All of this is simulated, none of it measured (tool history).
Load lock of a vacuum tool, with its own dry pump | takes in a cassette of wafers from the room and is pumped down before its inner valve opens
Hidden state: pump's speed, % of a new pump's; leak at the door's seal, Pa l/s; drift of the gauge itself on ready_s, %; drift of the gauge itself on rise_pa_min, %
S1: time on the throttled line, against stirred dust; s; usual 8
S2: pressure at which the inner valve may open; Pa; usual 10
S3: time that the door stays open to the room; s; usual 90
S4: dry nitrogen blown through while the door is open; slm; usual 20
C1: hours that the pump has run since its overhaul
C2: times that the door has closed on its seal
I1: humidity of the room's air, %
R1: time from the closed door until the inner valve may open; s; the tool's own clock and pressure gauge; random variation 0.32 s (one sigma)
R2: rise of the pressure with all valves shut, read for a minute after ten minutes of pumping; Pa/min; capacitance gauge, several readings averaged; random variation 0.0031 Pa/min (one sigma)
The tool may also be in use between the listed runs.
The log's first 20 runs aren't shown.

run,hour,S1,S2,S3,S4,C1,C2,I1,R1,R2
21,5031.2,6,18,76,40,17384,29931,48.4,18.1,0.473
22,5181.2,16,14,85,15,17534,30383,45.5,25.3,0.503
23,5331.7,16,14,85,15,17684,30837,44.1,25.9,0.518
24,5529.3,11,10,90,20,17882,31433,46.9,22.6,0.526
25,5816.0,14,15,90,4,18168,32297,43.7,24.6,0.576
26,6103.3,14,15,90,4,18456,33163,43.2,24.6,0.597
27,6351.3,14,17,176,10,18704,33911,39.7,23.9,0.625
28,6663.0,8,14,74,10,19016,34851,49.1,20.8,0.623
29,6910.8,8,14,74,10,19263,35598,46.5,20.8,0.648
30,7199.5,5,14,74,20,19552,36469,43.4,19.4,0.659
# hour 7307.8: door's seal changed, seat wiped
31,7388.1,7,18,74,9,19739,242,42.5,20.3,0.094
32,7671.9,7,18,74,9,20023,1098,45.2,19.5,0.105
# hour 7777.8: dry pump taken out, an overhauled one fitted
33,7966.1,8,8,93,20,188,1967,48.3,18.7,0.096
34,8256.1,8,10,38,20,478,2842,44.7,17.6,0.080
35,8530.4,9,16,38,5,753,3669,42.7,18.6,0.104
36,8747.8,8,9,90,25,970,4324,43.7,18.2,0.105

3 ways to go on from here, each from the tool as it stands after run 36. What would each give?
A,8943.9,8,13,40,25,1166,4916,43.5,?,?
B,8943.9,8,15,90,25,1166,4916,43.6,?,?
C,8943.9,7,9,90,25,1166,4916,45.3,?,?

run,R1,R2
A,17.7,0.088
B,17.9,0.107
C,17.7,0.106
Without the tool's hidden state the same runs would have given:
run,R1,R2
A,17.6,0.054
B,17.8,0.072
C,17.5,0.072
